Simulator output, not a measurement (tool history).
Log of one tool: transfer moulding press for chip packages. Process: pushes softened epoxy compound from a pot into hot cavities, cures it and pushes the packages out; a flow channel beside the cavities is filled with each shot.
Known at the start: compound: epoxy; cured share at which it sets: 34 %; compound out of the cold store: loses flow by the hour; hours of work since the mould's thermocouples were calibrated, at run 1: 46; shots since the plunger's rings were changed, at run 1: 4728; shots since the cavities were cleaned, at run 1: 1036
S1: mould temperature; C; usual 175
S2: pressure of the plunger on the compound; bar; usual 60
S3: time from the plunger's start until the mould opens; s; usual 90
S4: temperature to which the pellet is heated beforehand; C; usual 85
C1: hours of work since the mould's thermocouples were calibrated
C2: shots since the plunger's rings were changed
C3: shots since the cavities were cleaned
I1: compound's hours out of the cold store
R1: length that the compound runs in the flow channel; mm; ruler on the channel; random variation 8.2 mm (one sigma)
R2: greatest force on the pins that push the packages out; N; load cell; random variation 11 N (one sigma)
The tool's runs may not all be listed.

run   hour   S1    S2   S3  S4   C1    C2    C3    I1   R1    R2
  1      0  175    60   90  85   46  4728  1036  41.3  783  1013
  2    6.9  175    60   90  85   49  4795  1103  25.1  836  1047
      13.5  -- plunger's sealing rings changed
  3   15.7  175    60   90  85   52    22  1165  38.4  857  1047
      19.7  -- cavities cleaned with cleaning compound and waxed
  4   26.8  175    60   79  85   57   115    69  44.5  832   725
  5   35.6  175    60   79  85   62   201   155  39.1  841   877
  6     44  175    46   90  85   66   283   237    40  753   726
  7   52.4  175    46   90  85   71   365   319  42.7  734   763
  8   60.5  175    60   90  93   75   443   397  15.5  929   870
  9   68.2  175  58.7   90  93   79   518   472  30.1  874   832
 10   73.6  175  58.7   90  93   81   571   525  33.9  858   861
 11   81.7  175    60   90  85   86   651   605  39.6  854   919
 12   92.3  178    60   90  85   91   754   708  15.8  913   861
 13   99.2  175    60   90  85   95   820   774  28.3  887   994
 14  104.7  175    60   90  85   97   874   828    27  881  1029
 15  111.9  175    60   90  85  101   944   898  46.1  809   966
 16  123.1  169    69   89  94  107  1053  1007    37  933  1474
 17  129.7  169  58.2   89  88  110  1118  1072   9.7  945  1752
 18  141.3  183  58.2   89  88  116  1231  1185  11.7  889   836
     143.7  -- cavities cleaned with cleaning compound and waxed
 19  153.6  173  49.3   79  81  122  1336    96  27.9  803   979
 20  160.6  173    57  110  81  125  1404   164  28.4  852   585
 21  168.8  173    57  110  81  130  1485   245  41.6  808   610
 22  180.5  175    60  113  85  136  1598   358   8.5  923   630
 23    190  182    63   96  93  141  1690   450  28.8  870   661
 24  194.8  175  45.6   95  85  143  1737   497  28.8  747   813
 25  202.6  175  45.6   95  85  147  1813   573    22  770   843
 26  212.7  175  45.6   95  85  152  1912   672  33.7  748   852
 27  223.6  175  45.6   95  85  158  2018   778  20.1  770   887
 28  228.7  175  45.6   95  85  161  2068   828  10.2  820   938
 29  239.7  175    60   90  85  166  2175   935  19.8  909  1019
 30  245.8  170    60   76  83  169  2235   995  26.5  870  2163

Some steps in R1 between neighbouring runs. How much of each would the tool show without its hidden state too (settings, what came in, random variation), and how much is left for the hidden state, with any gauge scatter that isn't in both results?
The hidden state here: true mould temperature over the reading, C; pressure that reaches the compound, % of what is set; grip of the stained cavities, % over clean ones'; drift of the gauge itself on flow_mm, %; drift of the gauge itself on push_out_n, %.
Run 1 -> 2: no setting changed, nothing entered. R1 +53 mm: hidden state -6, all else +59.
Run 2 -> 3: plunger's sealing rings changed. R1 +21 mm: hidden state +77, all else -56.
Run 7 -> 8: S2 46 -> 60, S4 85 -> 93. R1 +195 mm: hidden state -3, all else +198.
Run 15 -> 16: S1 175 -> 169, S2 60 -> 69, S3 90 -> 89, S4 85 -> 94. R1 +124 mm: hidden state -4, all else +128.
Run 21 -> 22: S1 173 -> 175, S2 57 -> 60, S3 110 -> 113, S4 81 -> 85. R1 +115 mm: hidden state -6, all else +121.
Run 23 -> 24: S1 182 -> 175, S2 63 -> 45.6, S3 96 -> 95, S4 93 -> 85. R1 -123 mm: hidden state +3, all else -126.

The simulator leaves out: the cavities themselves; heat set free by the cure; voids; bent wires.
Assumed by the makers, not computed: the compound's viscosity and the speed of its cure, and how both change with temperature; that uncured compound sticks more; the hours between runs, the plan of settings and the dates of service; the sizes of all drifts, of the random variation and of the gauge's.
